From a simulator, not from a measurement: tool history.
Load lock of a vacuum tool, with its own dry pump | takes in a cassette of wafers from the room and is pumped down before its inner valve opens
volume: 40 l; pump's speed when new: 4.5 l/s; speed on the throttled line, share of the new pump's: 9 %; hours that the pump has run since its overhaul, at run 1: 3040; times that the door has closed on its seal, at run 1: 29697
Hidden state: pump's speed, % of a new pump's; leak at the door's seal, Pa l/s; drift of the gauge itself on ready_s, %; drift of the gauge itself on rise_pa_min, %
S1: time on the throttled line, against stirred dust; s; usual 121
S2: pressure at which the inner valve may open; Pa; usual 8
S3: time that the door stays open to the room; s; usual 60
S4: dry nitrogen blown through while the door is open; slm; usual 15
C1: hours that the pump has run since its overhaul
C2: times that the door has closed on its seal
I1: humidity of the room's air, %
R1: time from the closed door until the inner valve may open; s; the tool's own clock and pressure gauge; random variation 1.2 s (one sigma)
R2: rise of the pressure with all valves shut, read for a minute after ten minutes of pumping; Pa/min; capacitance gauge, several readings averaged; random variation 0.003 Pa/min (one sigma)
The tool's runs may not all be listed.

run 1 hour=0.0 | S1=121 S2=8 S3=60 S4=15 | C1=3040 C2=29697 | I1=42.5 | R1=196.0 R2=0.420
run 2 hour=94.5 | S1=121 S2=8 S3=60 S4=15 | C1=3135 C2=29940 | I1=43.8 | R1=198.3 R2=0.429
run 3 hour=192.2 | S1=121 S2=8 S3=60 S4=18 | C1=3232 C2=30190 | I1=44.7 | R1=197.5 R2=0.426
run 4 hour=298.0 | S1=121 S2=8 S3=60 S4=18 | C1=3338 C2=30462 | I1=42.7 | R1=197.9 R2=0.430
run 5 hour=423.2 | S1=121 S2=8 S3=60 S4=18 | C1=3463 C2=30783 | I1=45.9 | R1=200.1 R2=0.438
run 6 hour=495.2 | S1=121 S2=8 S3=60 S4=18 | C1=3535 C2=30968 | I1=49.1 | R1=197.6 R2=0.457
run 7 hour=624.0 | S1=121 S2=8 S3=95 S4=15 | C1=3664 C2=31299 | I1=48.0 | R1=199.2 R2=0.479
run 8 hour=683.7 | S1=121 S2=9 S3=60 S4=15 | C1=3724 C2=31452 | I1=46.6 | R1=197.5 R2=0.465
run 9 hour=757.9 | S1=121 S2=8 S3=60 S4=15 | C1=3798 C2=31643 | I1=44.9 | R1=200.3 R2=0.472
run 10 hour=821.5 | S1=121 S2=8 S3=60 S4=5 | C1=3862 C2=31806 | I1=44.1 | R1=196.9 R2=0.483
run 11 hour=912.6 | S1=121 S2=8 S3=60 S4=15 | C1=3953 C2=32040 | I1=44.3 | R1=198.8 R2=0.464
run 12 hour=1033.8 | S1=199 S2=8 S3=60 S4=15 | C1=4074 C2=32351 | I1=45.2 | R1=273.5 R2=0.488
run 13 hour=1154.3 | S1=121 S2=8 S3=60 S4=15 | C1=4194 C2=32660 | I1=45.2 | R1=198.2 R2=0.493
run 14 hour=1270.2 | S1=121 S2=8 S3=60 S4=15 | C1=4310 C2=32958 | I1=44.9 | R1=197.7 R2=0.501
run 15 hour=1400.1 | S1=121 S2=8 S3=60 S4=24 | C1=4440 C2=33291 | I1=46.8 | R1=198.8 R2=0.499
run 16 hour=1529.8 | S1=133 S2=8 S3=60 S4=15 | C1=4570 C2=33624 | I1=46.6 | R1=209.9 R2=0.514
run 17 hour=1605.6 | S1=133 S2=8 S3=60 S4=11 | C1=4646 C2=33819 | I1=44.3 | R1=209.0 R2=0.512
run 18 hour=1683.9 | S1=133 S2=8 S3=60 S4=11 | C1=4724 C2=34020 | I1=48.3 | R1=209.6 R2=0.540
run 19 hour=1801.9 | S1=121 S2=8 S3=28 S4=15 | C1=4842 C2=34322 | I1=47.0 | R1=199.2 R2=0.516
run 20 hour=1869.0 | S1=99 S2=8 S3=173 S4=39 | C1=4909 C2=34495 | I1=45.8 | R1=176.9 R2=0.568
run 21 hour=1928.6 | S1=171 S2=8 S3=60 S4=33 | C1=4969 C2=34648 | I1=49.2 | R1=242.3 R2=0.534
run 22 hour=1999.3 | S1=100 S2=7 S3=60 S4=33 | C1=5039 C2=34829 | I1=44.4 | R1=179.8 R2=0.526
run 23 hour=2062.3 | S1=100 S2=7 S3=60 S4=33 | C1=5102 C2=34991 | I1=44.4 | R1=183.5 R2=0.543
run 24 hour=2179.5 | S1=100 S2=8 S3=60 S4=33 | C1=5220 C2=35292 | I1=43.4 | R1=181.9 R2=0.550
run 25 hour=2288.8 | S1=100 S2=8 S3=60 S4=33 | C1=5329 C2=35572 | I1=42.6 | R1=180.2 R2=0.554
run 26 hour=2420.4 | S1=121 S2=15 S3=198 S4=14 | C1=5460 C2=35910 | I1=43.6 | R1=192.3 R2=0.633
run 27 hour=2552.6 | S1=119 S2=15 S3=222 S4=14 | C1=5593 C2=36250 | I1=42.7 | R1=190.7 R2=0.661
run 28 hour=2621.3 | S1=119 S2=15 S3=40 S4=37 | C1=5661 C2=36426 | I1=45.8 | R1=192.2 R2=0.563
run 29 hour=2713.2 | S1=167 S2=14 S3=44 S4=7 | C1=5753 C2=36662 | I1=45.2 | R1=236.0 R2=0.587
run 30 hour=2854.1 | S1=121 S2=8 S3=196 S4=5 | C1=5894 C2=37024 | I1=44.0 | R1=200.5 R2=0.682
run 31 hour=2925.5 | S1=121 S2=8 S3=196 S4=5 | C1=5966 C2=37207 | I1=45.7 | R1=200.1 R2=0.715
run 32 hour=3005.1 | S1=121 S2=11 S3=134 S4=10 | C1=6045 C2=37411 | I1=43.2 | R1=195.6 R2=0.646
run 33 hour=3115.3 | S1=111 S2=12 S3=192 S4=5 | C1=6155 C2=37694 | I1=42.2 | R1=187.8 R2=0.707
run 34 hour=3250.8 | S1=111 S2=12 S3=192 S4=5 | C1=6291 C2=38042 | I1=45.2 | R1=186.4 R2=0.731
run 35 hour=3369.9 | S1=150 S2=13 S3=80 S4=21 | C1=6410 C2=38348 | I1=45.4 | R1=222.9 R2=0.626

3 ways to go on from here, each from the tool as it stands after run 35. What would each give?
run A hour=3461.3 | S1=99 S2=13 S3=28 S4=9 | C1=6501 C2=38582 | I1=48.3 | R1=? R2=?
run B hour=3461.3 | S1=94 S2=13 S3=53 S4=7 | C1=6501 C2=38582 | I1=46.7 | R1=? R2=?
run C hour=3461.3 | S1=119 S2=10 S3=66 S4=15 | C1=6501 C2=38582 | I1=49.2 | R1=? R2=?

run=A R1=175.9 R2=0.642
run=B R1=170.7 R2=0.646
run=C R1=196.2 R2=0.642
Without the tool's hidden state the same runs would have given:
run=A R1=170.2 R2=0.033
run=B R1=165.2 R2=0.048
run=C R1=190.5 R2=0.051

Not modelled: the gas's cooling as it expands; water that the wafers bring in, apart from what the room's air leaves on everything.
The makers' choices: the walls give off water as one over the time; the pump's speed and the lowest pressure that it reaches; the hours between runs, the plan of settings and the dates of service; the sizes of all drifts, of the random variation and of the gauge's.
